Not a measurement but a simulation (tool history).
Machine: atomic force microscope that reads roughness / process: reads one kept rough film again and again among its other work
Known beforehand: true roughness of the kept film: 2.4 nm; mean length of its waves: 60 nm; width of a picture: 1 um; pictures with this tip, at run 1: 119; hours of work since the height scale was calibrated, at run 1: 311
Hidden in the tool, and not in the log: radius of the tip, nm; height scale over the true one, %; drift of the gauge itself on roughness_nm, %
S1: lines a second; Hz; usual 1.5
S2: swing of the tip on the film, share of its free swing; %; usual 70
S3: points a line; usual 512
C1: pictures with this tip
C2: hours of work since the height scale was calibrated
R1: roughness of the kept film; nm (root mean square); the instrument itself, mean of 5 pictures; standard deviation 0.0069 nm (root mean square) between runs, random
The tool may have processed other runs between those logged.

run    hour    S1  S2    S3   C1    C2     R1
  1       0   1.5  70   512  119   311  2.185
  2    18.6   1.5  70   512  155   324   2.17
  3    37.5   1.5  57   512  191   337  2.258
  4      72   1.5  70   512  257   361  2.155
  5   105.6   1.5  70   512  321   384  2.135
      108.9  -- new tip fitted
  6   141.9   1.5  70   512   63   409  2.184
  7   169.8   1.5  70   512  116   428  2.182
  8   194.9   1.5  70   512  164   445  2.153
  9   214.8   1.5  70   680  202   459  2.169
 10   239.9   1.5  70   680  250   476  2.167
 11   261.5   1.5  66   512  292   491  2.181
      278.3  -- new tip fitted
 12   280.6   1.5  66   512    4   504   2.23
 13   304.8   1.5  77   512   51   521   2.11
 14   321.2   1.5  77   512   82   532  2.109
 15   346.9   1.5  77   512  131   550  2.107
 16   368.7   1.5  77   512  173   565  2.099
 17   386.2   1.5  77   512  207   577    2.1
 18   418.3   1.5  70  1014  268   599  2.157
      447.7  -- new tip fitted
 19   447.8   1.5  70  1014    0   619  2.209
 20   469.9   1.5  70  1014   43   634  2.197
 21   487.3  2.31  70   512   76   646  2.107
 22     517  2.31  70   512  133   667  2.097
 23   540.8   1.5  70   512  178   683  2.181
 24   557.1   1.5  70   512  210   695  2.168
 25   574.9   1.5  70   512  244   707  2.157
 26   610.3  1.28  70   512  311   731  2.182
      618.9  -- new tip fitted
 27   630.2  1.28  56   263   22   745  2.303
 28     651  1.28  76   263   61   759  2.161
 29   687.7  1.28  89   619  132   784  1.998
 30   709.4  1.28  89   619  173   799  1.997
 31   744.1  1.28  89   619  239   823  1.988
 32   763.5  1.28  89   619  277   837   1.97
 33   781.4  1.28  89   619  311   849  1.981
      788.8  -- new tip fitted
 34   801.1  1.28  89   619   24   862  2.028
 35   820.4  1.28  67   793   60   875  2.247
 36   845.3  1.28  67   793  108   893  2.224
 37     875  3.99  62   838  165   913  2.069
 38     909  3.99  62   838  230   937  2.078
 39   936.4  0.57  66   548  283   956  2.284
        958  -- new tip fitted
 40   974.7  0.67  56   493   32   982  2.341
 41   994.4  0.85  56   565   70   995  2.334
 42    1018   1.5  70   323  115  1012  2.189
 43  1047.9   1.5  70   318  172  1032  2.174
 44  1063.9   1.5  70   318  203  1043  2.172
 45  1099.6   1.5  78   386  271  1068   2.08
 46  1126.1   1.5  78   386  321  1086  2.074
     1128.9  -- new tip fitted
 47  1157.4   1.5  78   386   54  1107  2.113
 48  1189.9   1.5  78   386  117  1130  2.109
 49  1209.2  0.67  80   386  154  1143  2.232
 50    1247  3.16  69   386  226  1169  2.024
 51  1283.8  1.77  57   727  296  1195  2.234
     1299.1  -- new tip fitted
 52  1302.7  1.08  70   512    7  1207  2.268

Here are 4 independent what-if runs from the current tool condition. What would each one return?
  A  1324.1  1.08  88  421  48  1222   ?
  B  1324.1  0.61  70  512  48  1222   ?
  C  1324.1  1.08  88  512  48  1222   ?
  D  1324.1  1.69  70  488  48  1222   ?

run     R1
  A  2.079
  B  2.291
  C  2.084
  D  2.167
Take away the tool's hidden state, keep each run's random variation, and the runs would have read:
run     R1
  A  2.068
  B  2.279
  C  2.073
  D  2.156
